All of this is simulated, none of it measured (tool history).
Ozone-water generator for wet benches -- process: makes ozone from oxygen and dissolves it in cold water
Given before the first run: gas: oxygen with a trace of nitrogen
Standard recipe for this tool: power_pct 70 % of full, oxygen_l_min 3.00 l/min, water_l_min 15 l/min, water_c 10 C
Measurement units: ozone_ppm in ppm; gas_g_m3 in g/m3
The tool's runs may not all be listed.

| run | hour | power_pct | oxygen_l_min | water_l_min | water_c | ozone_ppm | gas_g_m3 |
|---|---|---|---|---|---|---|---|
| 1 | 0.0 | 70 | 3.00 | 15 | 10 | 15.3 | 156.6 |
| 2 | 56.1 | 70 | 3.00 | 15 | 10 | 15.0 | 155.5 |
| 3 | 132.5 | 70 | 3.00 | 15 | 10 | 15.2 | 157.9 |
| 4 | 194.0 | 70 | 3.00 | 15 | 10 | 15.6 | 156.9 |
| 5 | 247.2 | 70 | 3.00 | 22 | 10 | 10.7 | 156.9 |
| 6 | 288.1 | 70 | 3.00 | 22 | 10 | 10.7 | 156.9 |
| 7 | 323.3 | 70 | 3.00 | 15 | 10 | 15.3 | 153.3 |
| 8 | 355.4 | 70 | 3.00 | 15 | 10 | 15.1 | 156.7 |
| 9 | 411.8 | 70 | 3.00 | 15 | 10 | 15.0 | 158.1 |
| 10 | 447.1 | 44 | 3.00 | 16 | 10 | 9.3 | 102.6 |
| 11 | 506.0 | 96 | 3.46 | 13 | 11 | 23.6 | 198.9 |
| 12 | 560.7 | 96 | 3.46 | 13 | 11 | 23.9 | 197.7 |
| 13 | 597.9 | 70 | 3.04 | 10 | 15 | 19.9 | 155.6 |

Run 14 has not been measured yet. What should we expect?
| 14 | 643.1 | 70 | 3.04 | 10 | 15 | ? | ? |

Run 14 measured ozone_ppm 19.5 ppm, gas_g_m3 156.7 g/m3.
With no hidden state in the tool, this same run would have given ozone_ppm 19.6 ppm, gas_g_m3 156.7 g/m3.
